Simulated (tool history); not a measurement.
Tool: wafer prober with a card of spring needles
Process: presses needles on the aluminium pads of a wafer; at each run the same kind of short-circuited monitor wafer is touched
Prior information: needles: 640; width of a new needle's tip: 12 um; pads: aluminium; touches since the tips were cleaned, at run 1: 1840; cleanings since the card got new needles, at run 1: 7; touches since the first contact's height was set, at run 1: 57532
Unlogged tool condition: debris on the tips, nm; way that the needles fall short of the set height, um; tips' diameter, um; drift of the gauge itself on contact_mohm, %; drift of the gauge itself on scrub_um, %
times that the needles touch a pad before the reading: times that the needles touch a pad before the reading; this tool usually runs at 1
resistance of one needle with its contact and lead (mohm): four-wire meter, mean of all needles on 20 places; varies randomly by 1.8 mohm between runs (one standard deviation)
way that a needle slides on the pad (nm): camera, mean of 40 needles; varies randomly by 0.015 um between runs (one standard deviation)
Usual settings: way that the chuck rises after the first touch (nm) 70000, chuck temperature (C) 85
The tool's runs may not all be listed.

run     day  way that the chuck rises after the first touch (nm)  chuck temperature (C)  times that the needles touch a pad before the reading  touches since the tips were cleaned  cleanings since the card got new needles  touches since the first contact's height was set  resistance of one needle with its contact and lead (mohm)  way that a needle slides on the pad (nm)
  1       0                                                70000                     85                                                      1                                 1840                                         7                                             57532                                                        214                                     14380
      0.375  -- tips cleaned on abrasive film
  2   0.712                                                70000                     85                                                      1                                 5696                                         8                                             69488                                                        234                                     14380
      0.792  -- tips cleaned on abrasive film
      1.208  -- tips cleaned on abrasive film
  3   1.521                                                70000                     85                                                      1                                 5265                                        10                                             82975                                                        234                                     14310
      1.667  -- tips cleaned on abrasive film
      2.133  -- tips cleaned on abrasive film
  4   2.392                                                70000                     75                                                      1                                 4375                                        12                                             97538                                                        237                                     14270
      2.546  -- tips cleaned on abrasive film
      3.008  -- tips cleaned on abrasive film
  5   3.008                                                70000                     75                                                      1                                    0                                        14                                            107778                                                        185                                     14230
      3.446  -- tips cleaned on abrasive film
  6   3.708                                                70000                     43                                                      1                                 4437                                        15                                            119547                                                        222                                     14230
        3.9  -- tips cleaned on abrasive film
      4.342  -- tips cleaned on abrasive film
  7   4.371                                                70000                     58                                                      1                                  510                                        17                                            130576                                                        190                                     14200
      4.821  -- tips cleaned on abrasive film
  8    4.95                                                74000                     85                                                      1                                 2207                                        18                                            140311                                                        214                                     15010
      5.242  -- tips cleaned on abrasive film
      5.671  -- tips cleaned on abrasive film
  9   5.671                                                69000                     85                                                      1                                    0                                        20                                            152294                                                        188                                     13940
      6.083  -- tips cleaned on abrasive film
      6.296  -- height of the first contact set anew
      6.504  -- tips cleaned on abrasive film
 10   6.512                                                69000                     85                                                      1                                  152                                        22                                              3618                                                        192                                     14240
      6.938  -- tips cleaned on abrasive film
 11   7.129                                                69000                     85                                                      1                                 3233                                        23                                             13924                                                        227                                     14240
      7.367  -- tips cleaned on abrasive film
      7.783  -- tips cleaned on abrasive film
 12   8.075                                                70000                     85                                                      1                                 4933                                        25                                             29728                                                        235                                     14420
      8.212  -- tips cleaned on abrasive film
      8.633  -- tips cleaned on abrasive film
 13   8.692                                                70000                     85                                                      2                                  965                                        27                                             40024                                                        199                                     14380
      9.071  -- tips cleaned on abrasive film
        9.5  -- tips cleaned on abrasive film
 14   9.612                                                70000                     85                                                      1                                 1924                                        29                                             55443                                                        217                                     14350
      9.979  -- tips cleaned on abrasive film
 15  10.029                                                65000                     85                                                      1                                  872                                        30                                             62377                                                        203                                     13260
     10.425  -- tips cleaned on abrasive film
 16  10.746                                                90000                     39                                                      1                                 5367                                        31                                             74367                                                        222                                     18450
     10.896  -- tips cleaned on abrasive film
     11.333  -- tips cleaned on abrasive film
 17    11.4                                                65000                     27                                                      1                                 1130                                        33                                             85298                                                        197                                     13230
     11.783  -- tips cleaned on abrasive film
 18  12.058                                                67000                     59                                                      1                                 4672                                        34                                             96330                                                        227                                     13620
     12.225  -- tips cleaned on abrasive film
 19  12.492                                                85000                     42                                                      1                                 4498                                        35                                            103576                                                        220                                     17300
     12.671  -- tips cleaned on abrasive film
       13.1  -- tips cleaned on abrasive film
 20  13.338                                                55000                    102                                                      1                                 4030                                        37                                            117723                                                        242                                     11100
     13.538  -- tips cleaned on abrasive film
     13.979  -- tips cleaned on abrasive film
 21   14.05                                                55000                     84                                                      1                                 1182                                        39                                            129597                                                        203                                     11050
     14.433  -- tips cleaned on abrasive film
 22  14.704                                                69000                     85                                                      1                                 4571                                        40                                            140527                                                        232                                     13960
     14.854  -- tips cleaned on abrasive film
 23  15.183                                                69000                     85                                                      1                                 5578                                        41                                            148571                                                        233                                     13940
     15.275  -- tips cleaned on abrasive film
     15.692  -- tips cleaned on abrasive film
     16.021  -- height of the first contact set anew
 24  16.021                                                59000                     85                                                      2                                 5329                                        43                                                 0                                                        218                                     12200
     16.129  -- tips cleaned on abrasive film
 25  16.504                                                90000                     48                                                      1                                 6272                                        44                                              8036                                                        220                                     18590
      16.55  -- tips cleaned on abrasive film
     16.983  -- tips cleaned on abrasive film
 26  16.983                                                55000                     29                                                      2                                    0                                        46                                             16018                                                        177                                     11320
 27  17.375                                                55000                     29                                                      2                                 6594                                        46                                             22612                                                        216                                     11320
     17.433  -- tips cleaned on abrasive film
     17.862  -- tips cleaned on abrasive film
     18.321  -- tips cleaned on abrasive film
 28  18.321                                                58000                     29                                                      2                                    0                                        49                                             38357                                                        178                                     11880
     18.775  -- tips cleaned on abrasive film
 29  19.029                                                70000                     85                                                      1                                 4315                                        50                                             50249                                                        228                                     14360
     19.196  -- tips cleaned on abrasive film
 30  19.529                                                70000                     85                                                      1                                 5623                                        51                                             58584                                                        233                                     14360

A few steps of resistance of one needle with its contact and lead (mohm) between consecutive runs. Split each: what settings, incoming material and random variation would produce without the hidden state, and what is left over for the hidden state, along with gauge scatter present in only one of the two compared results (measured, and without hidden state):
Run 4 -> 5: tips cleaned on abrasive film, tips cleaned on abrasive film. resistance of one needle with its contact and lead (mohm) -52: hidden state -47, all else -5.
Run 5 -> 6: chuck temperature (C) 75 -> 43, tips cleaned on abrasive film. resistance of one needle with its contact and lead (mohm) +37: hidden state +43, all else -6.
Run 25 -> 26: way that the chuck rises after the first touch (nm) 90000 -> 55000, chuck temperature (C) 48 -> 29, times that the needles touch a pad before the reading 1 -> 2, tips cleaned on abrasive film, tips cleaned on abrasive film. resistance of one needle with its contact and lead (mohm) -43: hidden state -41, all else -2.
Run 28 -> 29: way that the chuck rises after the first touch (nm) 58000 -> 70000, chuck temperature (C) 29 -> 85, times that the needles touch a pad before the reading 2 -> 1, tips cleaned on abrasive film. resistance of one needle with its contact and lead (mohm) +50: hidden state +41, all else +9.
